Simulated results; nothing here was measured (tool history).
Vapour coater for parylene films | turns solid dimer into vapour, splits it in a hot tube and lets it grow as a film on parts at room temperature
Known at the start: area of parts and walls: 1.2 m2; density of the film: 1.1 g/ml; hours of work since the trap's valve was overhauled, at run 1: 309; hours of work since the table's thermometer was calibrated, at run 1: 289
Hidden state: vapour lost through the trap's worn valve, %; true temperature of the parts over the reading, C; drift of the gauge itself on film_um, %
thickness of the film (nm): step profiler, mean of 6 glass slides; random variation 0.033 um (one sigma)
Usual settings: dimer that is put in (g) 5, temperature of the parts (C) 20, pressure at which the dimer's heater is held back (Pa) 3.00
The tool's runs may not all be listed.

run	hour	dimer that is put in (g)	temperature of the parts (C)	pressure at which the dimer's heater is held back (Pa)	hours of work since the trap's valve was overhauled	hours of work since the table's thermometer was calibrated	thickness of the film (nm)
1	0.0	5	20	3.00	309	289	2840
# hour 13.2: trap's valve overhauled
2	31.7	5	20	3.00	10	304	3290
3	55.2	7	20	3.00	22	316	4620
4	68.2	7	20	3.00	29	323	4580
5	80.8	7	20	3.00	36	330	4670
6	92.5	5	20	3.00	42	336	3250
7	117.6	5	20	3.00	55	349	3260
8	135.0	5	20	3.00	65	358	3260
9	161.4	4	20	3.00	79	372	2550
10	184.5	4	20	3.00	91	385	2520
11	208.8	5	20	6.07	104	397	2700
12	230.4	5	20	6.07	115	409	2690
13	253.9	5	20	3.00	128	421	3170
14	267.7	5	20	5.12	135	429	2790
15	282.5	5	20	5.12	143	437	2750
16	294.2	5	20	5.12	149	443	2780
17	305.5	5	20	3.00	155	449	3090
18	329.5	5	20	3.00	168	461	3100
19	354.4	5	20	3.00	181	475	3090
20	369.5	5	20	3.00	189	483	3050
21	382.0	5	30	3.00	195	489	2610
22	409.2	4	20	3.00	210	504	2460
23	421.9	4	20	3.00	217	510	2450
24	434.4	4	20	3.00	223	517	2380
25	455.0	4	20	3.00	234	528	2430
26	482.7	3	20	3.00	249	543	1820
27	500.4	3	20	3.00	258	552	1780
28	512.8	3	20	3.00	265	559	1740
29	540.5	8	31	2.91	279	573	3940
30	559.8	3	13	2.51	290	583	1940
31	574.4	3	22	2.51	297	591	1720
32	595.8	3	22	2.51	309	603	1730
# hour 609.0: trap's valve overhauled
33	626.5	5	18	3.00	9	617	3400
34	639.7	8	16	9.67	16	624	4320
35	661.0	5	21	4.08	28	635	3020
36	682.8	5	20	4.19	39	647	3060
37	704.3	5	20	4.19	51	658	3030
38	724.0	5	20	4.19	61	668	3030
39	750.6	5	20	4.19	75	682	3000
40	776.3	7	21	2.49	89	696	4700
41	800.0	6	20	3.20	101	709	3740
42	821.8	6	20	3.20	113	720	3740
43	842.0	5	20	2.07	124	731	3470
44	860.0	5	16	2.17	133	740	3540
45	886.3	8	26	3.11	147	754	4550
46	912.3	6	22	3.75	161	768	3440
47	938.8	6	22	3.75	175	782	3440

4 ways to go on from here, each from the tool as it stands after run 47. What would each give?
A	956.8	9	20	3.00	184	792	?
B	956.8	3	20	3.00	184	792	?
C	956.8	5	15	2.05	184	792	?
D	956.8	6	21	3.75	184	792	?

run	thickness of the film (nm)
A	5480
B	1870
C	3380
D	3370
Without the tool's hidden state the same runs would have given:
run	thickness of the film (nm)
A	5930
B	2030
C	3680
D	3650

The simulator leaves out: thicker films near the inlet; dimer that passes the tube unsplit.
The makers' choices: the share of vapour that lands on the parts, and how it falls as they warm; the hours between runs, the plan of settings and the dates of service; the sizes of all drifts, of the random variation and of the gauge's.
